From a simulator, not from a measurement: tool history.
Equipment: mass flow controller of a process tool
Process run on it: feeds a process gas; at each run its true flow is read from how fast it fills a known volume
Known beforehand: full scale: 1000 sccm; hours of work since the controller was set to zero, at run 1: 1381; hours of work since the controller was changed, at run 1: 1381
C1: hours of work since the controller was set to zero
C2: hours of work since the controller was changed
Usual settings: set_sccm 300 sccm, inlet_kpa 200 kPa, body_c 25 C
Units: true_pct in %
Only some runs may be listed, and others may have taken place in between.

Run 1, hour 0.0: usual settings; C1 1381; C2 1381. Result: true_pct 98.92 %.
Run 2, hour 126.4: usual settings but inlet_kpa 185 kPa; C1 1453; C2 1453. Result: true_pct 98.84 %.
Run 3, hour 259.0: usual settings; C1 1530; C2 1530. Result: true_pct 98.85 %.
Run 4, hour 374.5: usual settings; C1 1596; C2 1596. Result: true_pct 98.95 %.
Run 5, hour 519.5: usual settings; C1 1680; C2 1680. Result: true_pct 99.06 %.
Run 6, hour 598.7: usual settings; C1 1725; C2 1725. Result: true_pct 99.03 %.
Run 7, hour 757.2: usual settings but set_sccm 294 sccm, inlet_kpa 160 kPa; C1 1816; C2 1816. Result: true_pct 98.90 %.
Run 8, hour 889.3: usual settings but set_sccm 294 sccm, inlet_kpa 160 kPa; C1 1892; C2 1892. Result: true_pct 98.93 %.
Run 9, hour 1034.3: usual settings but set_sccm 339 sccm, inlet_kpa 175 kPa, body_c 31 C; C1 1976; C2 1976. Result: true_pct 99.67 %.
Run 10, hour 1134.9: usual settings but set_sccm 152 sccm, inlet_kpa 244 kPa, body_c 38 C; C1 2034; C2 2034. Result: true_pct 100.81 %.
Run 11, hour 1252.9: usual settings but inlet_kpa 190 kPa; C1 2102; C2 2102. Result: true_pct 99.26 %.
Run 12, hour 1373.9: usual settings but inlet_kpa 190 kPa; C1 2171; C2 2171. Result: true_pct 99.28 %.

5 options for the next run, each taken on its own from the tool as it stands now. Forecast them:
Run A, hour 1510.1: usual settings but inlet_kpa 161 kPa, body_c 27 C; C1 2249; C2 2249. Result: true_pct ?.
Run B, hour 1510.1: usual settings but set_sccm 348 sccm; C1 2249; C2 2249. Result: true_pct ?.
Run C, hour 1510.1: usual settings but inlet_kpa 158 kPa, body_c 26 C; C1 2249; C2 2249. Result: true_pct ?.
Run D, hour 1510.1: usual settings but set_sccm 483 sccm, inlet_kpa 190 kPa, body_c 37 C; C1 2249; C2 2249. Result: true_pct ?.
Run E, hour 1510.1: usual settings but inlet_kpa 236 kPa, body_c 35 C; C1 2249; C2 2249. Result: true_pct ?.

run  true_pct
  A     99.36
  B     99.31
  C     99.37
  D    100.47
  E    100.25
Stripped of hidden state, with their random variation kept, the same runs would have yielded:
run  true_pct
  A     97.82
  B     97.90
  C     97.82
  D     99.27
  E     98.71
